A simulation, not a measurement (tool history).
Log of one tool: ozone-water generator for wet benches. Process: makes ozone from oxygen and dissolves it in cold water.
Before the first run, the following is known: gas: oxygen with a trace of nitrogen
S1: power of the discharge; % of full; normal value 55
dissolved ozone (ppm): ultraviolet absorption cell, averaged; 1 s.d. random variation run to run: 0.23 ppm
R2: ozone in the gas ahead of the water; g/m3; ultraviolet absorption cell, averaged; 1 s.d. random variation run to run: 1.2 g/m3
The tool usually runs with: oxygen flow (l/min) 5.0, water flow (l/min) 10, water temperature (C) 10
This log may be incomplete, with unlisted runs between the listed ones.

run 1 day=0.000 | S1=55 oxygen_flow_(l/min)=5.0 water_flow_(l/min)=10 water_temperature_(C)=10 | dissolved_ozone_(ppm)=34.1 R2=217.4
run 2 day=2.367 | S1=55 oxygen_flow_(l/min)=5.0 water_flow_(l/min)=10 water_temperature_(C)=10 | dissolved_ozone_(ppm)=34.0 R2=218.4
run 3 day=3.671 | S1=55 oxygen_flow_(l/min)=5.0 water_flow_(l/min)=10 water_temperature_(C)=9 | dissolved_ozone_(ppm)=34.4 R2=218.0
-- day=5.408 contactor cleaned
run 4 day=5.646 | S1=89 oxygen_flow_(l/min)=5.0 water_flow_(l/min)=10 water_temperature_(C)=10 | dissolved_ozone_(ppm)=44.9 R2=293.3
run 5 day=8.033 | S1=89 oxygen_flow_(l/min)=5.0 water_flow_(l/min)=8 water_temperature_(C)=10 | dissolved_ozone_(ppm)=52.5 R2=291.6
run 6 day=9.750 | S1=89 oxygen_flow_(l/min)=5.0 water_flow_(l/min)=8 water_temperature_(C)=10 | dissolved_ozone_(ppm)=51.9 R2=294.6
run 7 day=10.842 | S1=55 oxygen_flow_(l/min)=5.0 water_flow_(l/min)=10 water_temperature_(C)=10 | dissolved_ozone_(ppm)=34.0 R2=217.8

Estimate the outcome of run 8 from the log above:
run 8 day=12.100 | S1=50 oxygen_flow_(l/min)=4.5 water_flow_(l/min)=10 water_temperature_(C)=10 | dissolved_ozone_(ppm)=? R2=?

{"run 8": {"dissolved ozone (ppm)": 32.7, "R2": 222.3}}
Take away the tool's hidden state, keep the run-to-run variation as it was, and the same run would have given dissolved ozone (ppm) 32.8, R2 221.2 g/m3.

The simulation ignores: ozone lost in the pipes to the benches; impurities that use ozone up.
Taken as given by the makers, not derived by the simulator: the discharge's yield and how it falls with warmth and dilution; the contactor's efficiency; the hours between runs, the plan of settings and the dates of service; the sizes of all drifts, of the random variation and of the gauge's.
